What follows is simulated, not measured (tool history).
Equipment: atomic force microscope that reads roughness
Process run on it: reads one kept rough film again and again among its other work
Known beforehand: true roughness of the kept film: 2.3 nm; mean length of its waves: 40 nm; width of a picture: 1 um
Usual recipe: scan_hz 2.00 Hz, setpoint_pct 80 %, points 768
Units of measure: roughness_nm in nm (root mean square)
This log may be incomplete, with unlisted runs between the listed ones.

run  hour  scan_hz  setpoint_pct  points  roughness_nm
  1   0.0     2.00            80     768         1.846
  2   6.7     2.00            80     768         1.844
  3  16.2     2.00            80     768         1.822
  4  25.7     2.00            80     768         1.803
     27.0  -- new tip fitted
  5  30.3     2.00            72     768         2.046
  6  36.0     2.00            72     768         2.035
  7  44.3     2.00            72     768         2.029
  8  54.0     2.00            80     768         1.943
  9  61.8     2.00            87     768         1.849
 10  66.0     2.00            80     768         1.893
 11  74.6     2.00            80     768         1.887
 12  79.1     2.00            80     768         1.887
     80.9  -- height scale calibrated on a step standard
 13  87.5     2.00            80     768         1.890
 14  92.3     0.73            79     410         2.011
 15  97.7     1.25            56     768         2.040

What does the tool deliver on the next run?
 16  106.1     3.19            80     840             ?

roughness_nm: 1.741 nm (root mean square)
Minus the tool's unlogged condition, the same run would have read roughness_nm 1.875 nm (root mean square).
